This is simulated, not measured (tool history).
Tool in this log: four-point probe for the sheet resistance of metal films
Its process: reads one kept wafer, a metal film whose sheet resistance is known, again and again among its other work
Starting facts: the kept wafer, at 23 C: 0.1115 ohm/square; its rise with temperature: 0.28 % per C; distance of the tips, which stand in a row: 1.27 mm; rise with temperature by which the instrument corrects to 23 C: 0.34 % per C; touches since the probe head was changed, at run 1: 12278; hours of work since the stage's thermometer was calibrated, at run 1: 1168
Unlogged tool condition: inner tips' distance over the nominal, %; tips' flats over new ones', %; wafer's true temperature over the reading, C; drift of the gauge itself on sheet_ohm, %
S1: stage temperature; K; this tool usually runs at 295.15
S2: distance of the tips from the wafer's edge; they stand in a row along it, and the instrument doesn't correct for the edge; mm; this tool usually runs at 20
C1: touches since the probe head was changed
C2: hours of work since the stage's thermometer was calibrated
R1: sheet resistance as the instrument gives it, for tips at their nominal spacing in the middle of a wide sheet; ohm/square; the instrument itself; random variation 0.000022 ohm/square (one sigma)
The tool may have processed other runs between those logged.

run 1 hour=0 | S1=295.15 S2=20 | C1=12278 C2=1168 | R1=0.111574
run 2 hour=13.2 | S1=295.15 S2=20 | C1=12665 C2=1176 | R1=0.111616
run 3 hour=38.5 | S1=295.15 S2=20 | C1=13405 C2=1190 | R1=0.111615
run 4 hour=60.1 | S1=295.15 S2=20 | C1=14038 C2=1203 | R1=0.111564
run 5 hour=84.4 | S1=295.15 S2=20 | C1=14752 C2=1217 | R1=0.111602
run 6 hour=111.2 | S1=295.15 S2=20 | C1=15536 C2=1233 | R1=0.111597
run 7 hour=137.9 | S1=295.15 S2=10 | C1=16320 C2=1249 | R1=0.112305
run 8 hour=167 | S1=295.15 S2=10 | C1=17173 C2=1266 | R1=0.112308
run 9 hour=183.1 | S1=295.15 S2=10 | C1=17644 C2=1275 | R1=0.112322
run 10 hour=207.2 | S1=295.15 S2=10 | C1=18351 C2=1289 | R1=0.112321
run 11 hour=239.3 | S1=295.15 S2=8 | C1=19290 C2=1308 | R1=0.112904
run 12 hour=262.8 | S1=295.15 S2=8 | C1=19978 C2=1321 | R1=0.112924
run 13 hour=287.3 | S1=295.15 S2=8 | C1=20696 C2=1336 | R1=0.11292
run 14 hour=318.7 | S1=295.15 S2=8 | C1=21617 C2=1354 | R1=0.11288
run 15 hour=344.9 | S1=295.15 S2=8 | C1=22384 C2=1369 | R1=0.11291
run 16 hour=369.8 | S1=293.15 S2=20 | C1=23114 C2=1384 | R1=0.111772
run 17 hour=396.3 | S1=293.15 S2=20 | C1=23891 C2=1399 | R1=0.111804
run 18 hour=426.6 | S1=293.15 S2=20 | C1=24779 C2=1417 | R1=0.111809
run 19 hour=449.8 | S1=293.15 S2=20 | C1=25458 C2=1431 | R1=0.111849
run 20 hour=474.3 | S1=295.15 S2=11 | C1=26178 C2=1445 | R1=0.112216
run 21 hour=494.7 | S1=295.15 S2=11 | C1=26774 C2=1457 | R1=0.112248
run 22 hour=510.4 | S1=295.15 S2=11 | C1=27234 C2=1466 | R1=0.112225
run 23 hour=524.6 | S1=308.15 S2=15 | C1=27651 C2=1474 | R1=0.111045
run 24 hour=540.9 | S1=295.15 S2=13 | C1=28128 C2=1484 | R1=0.112019
run 25 hour=558.5 | S1=295.15 S2=13 | C1=28645 C2=1494 | R1=0.112019
run 26 hour=589.1 | S1=295.15 S2=13 | C1=29541 C2=1512 | R1=0.112065
run 27 hour=613 | S1=294.15 S2=14 | C1=30242 C2=1526 | R1=0.112031
run 28 hour=642.7 | S1=293.15 S2=41 | C1=31111 C2=1543 | R1=0.111698
run 29 hour=661.7 | S1=298.15 S2=70 | C1=31669 C2=1554 | R1=0.111292
run 30 hour=691 | S1=297.15 S2=49 | C1=32527 C2=1571 | R1=0.111384
run 31 hour=709 | S1=292.15 S2=7 | C1=33054 C2=1582 | R1=0.113649
run 32 hour=731.7 | S1=301.15 S2=28 | C1=33721 C2=1595 | R1=0.111234
run 33 hour=762.1 | S1=301.15 S2=28 | C1=34610 C2=1613 | R1=0.111236
run 34 hour=784.1 | S1=301.15 S2=28 | C1=35255 C2=1626 | R1=0.111259
run 35 hour=809.8 | S1=293.15 S2=4 | C1=36008 C2=1641 | R1=0.117403
run 36 hour=829.1 | S1=307.15 S2=4 | C1=36574 C2=1652 | R1=0.116474
run 37 hour=850.4 | S1=306.15 S2=8 | C1=37199 C2=1665 | R1=0.112354
run 38 hour=874 | S1=294.15 S2=20 | C1=37891 C2=1678 | R1=0.111836
run 39 hour=896.7 | S1=297.15 S2=19 | C1=38553 C2=1692 | R1=0.111658
run 40 hour=927.2 | S1=297.15 S2=19 | C1=39449 C2=1709 | R1=0.11168

Same runs, no hidden state in the tool, same run-to-run variation:
run=1 R1=0.11181
run=2 R1=0.111848
run=3 R1=0.111842
run=4 R1=0.111786
run=5 R1=0.111818
run=6 R1=0.111806
run=7 R1=0.11251
run=8 R1=0.112506
run=9 R1=0.112516
run=10 R1=0.112509
run=11 R1=0.113086
run=12 R1=0.1131
run=13 R1=0.113089
run=14 R1=0.113041
run=15 R1=0.113066
run=16 R1=0.111919
run=17 R1=0.111946
run=18 R1=0.111944
run=19 R1=0.111978
run=20 R1=0.112339
run=21 R1=0.112366
run=22 R1=0.112339
run=23 R1=0.111152
run=24 R1=0.112126
run=25 R1=0.112121
run=26 R1=0.112159
run=27 R1=0.112121
run=28 R1=0.11178
run=29 R1=0.111368
run=30 R1=0.111454
run=31 R1=0.113716
run=32 R1=0.111292
run=33 R1=0.111288
run=34 R1=0.111305
run=35 R1=0.117445
run=36 R1=0.116509
run=37 R1=0.112383
run=38 R1=0.111861
run=39 R1=0.111677
run=40 R1=0.111692
